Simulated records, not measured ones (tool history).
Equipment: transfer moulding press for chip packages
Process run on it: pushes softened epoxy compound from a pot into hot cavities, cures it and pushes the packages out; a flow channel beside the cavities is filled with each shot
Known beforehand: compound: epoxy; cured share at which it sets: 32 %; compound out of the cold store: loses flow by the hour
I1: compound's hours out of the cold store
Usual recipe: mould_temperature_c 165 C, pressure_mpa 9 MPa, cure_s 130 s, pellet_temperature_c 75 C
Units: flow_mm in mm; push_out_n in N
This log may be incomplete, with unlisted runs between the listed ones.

run 1 hour=0 | mould_temperature_c=165 pressure_mpa=9 cure_s=130 pellet_temperature_c=75 | I1=21.9 | flow_mm=615 push_out_n=651
-- hour=4.6 cavities cleaned with cleaning compound and waxed
run 2 hour=33.8 | mould_temperature_c=165 pressure_mpa=9 cure_s=130 pellet_temperature_c=75 | I1=23.1 | flow_mm=613 push_out_n=750
-- hour=66.4 cavities cleaned with cleaning compound and waxed
run 3 hour=67.6 | mould_temperature_c=165 pressure_mpa=9 cure_s=130 pellet_temperature_c=75 | I1=27.1 | flow_mm=602 push_out_n=524
run 4 hour=111.4 | mould_temperature_c=165 pressure_mpa=9 cure_s=130 pellet_temperature_c=75 | I1=14.4 | flow_mm=615 push_out_n=647
-- hour=129 cavities cleaned with cleaning compound and waxed
run 5 hour=149.3 | mould_temperature_c=165 pressure_mpa=9 cure_s=130 pellet_temperature_c=75 | I1=13.7 | flow_mm=614 push_out_n=572
run 6 hour=170.3 | mould_temperature_c=165 pressure_mpa=9 cure_s=130 pellet_temperature_c=75 | I1=37.8 | flow_mm=573 push_out_n=600
-- hour=190.9 cavities cleaned with cleaning compound and waxed
run 7 hour=204.2 | mould_temperature_c=165 pressure_mpa=9 cure_s=130 pellet_temperature_c=75 | I1=32.1 | flow_mm=585 push_out_n=562
-- hour=235.3 cavities cleaned with cleaning compound and waxed, once more
run 8 hour=248.1 | mould_temperature_c=165 pressure_mpa=7.9 cure_s=130 pellet_temperature_c=75 | I1=33.8 | flow_mm=543 push_out_n=525
run 9 hour=268.9 | mould_temperature_c=171 pressure_mpa=9 cure_s=130 pellet_temperature_c=78 | I1=20.9 | flow_mm=579 push_out_n=508
run 10 hour=289.8 | mould_temperature_c=171 pressure_mpa=9 cure_s=130 pellet_temperature_c=84 | I1=42.4 | flow_mm=538 push_out_n=538
-- hour=299 cavities cleaned with cleaning compound and waxed
run 11 hour=334.8 | mould_temperature_c=171 pressure_mpa=9 cure_s=130 pellet_temperature_c=84 | I1=41.4 | flow_mm=545 push_out_n=524
-- hour=361.5 cavities cleaned with cleaning compound and waxed
run 12 hour=381.1 | mould_temperature_c=172 pressure_mpa=8.05 cure_s=130 pellet_temperature_c=73 | I1=44.4 | flow_mm=500 push_out_n=485

Predict the results of run 13:
run 13 hour=414.8 | mould_temperature_c=172 pressure_mpa=8.05 cure_s=130 pellet_temperature_c=73 | I1=25.2 | flow_mm=? push_out_n=?

{"run 13": {"flow_mm": 528, "push_out_n": 547}}
Take away the tool's hidden state, keep the run-to-run variation as it was, and the same run would have given flow_mm 567 mm, push_out_n 435 N.
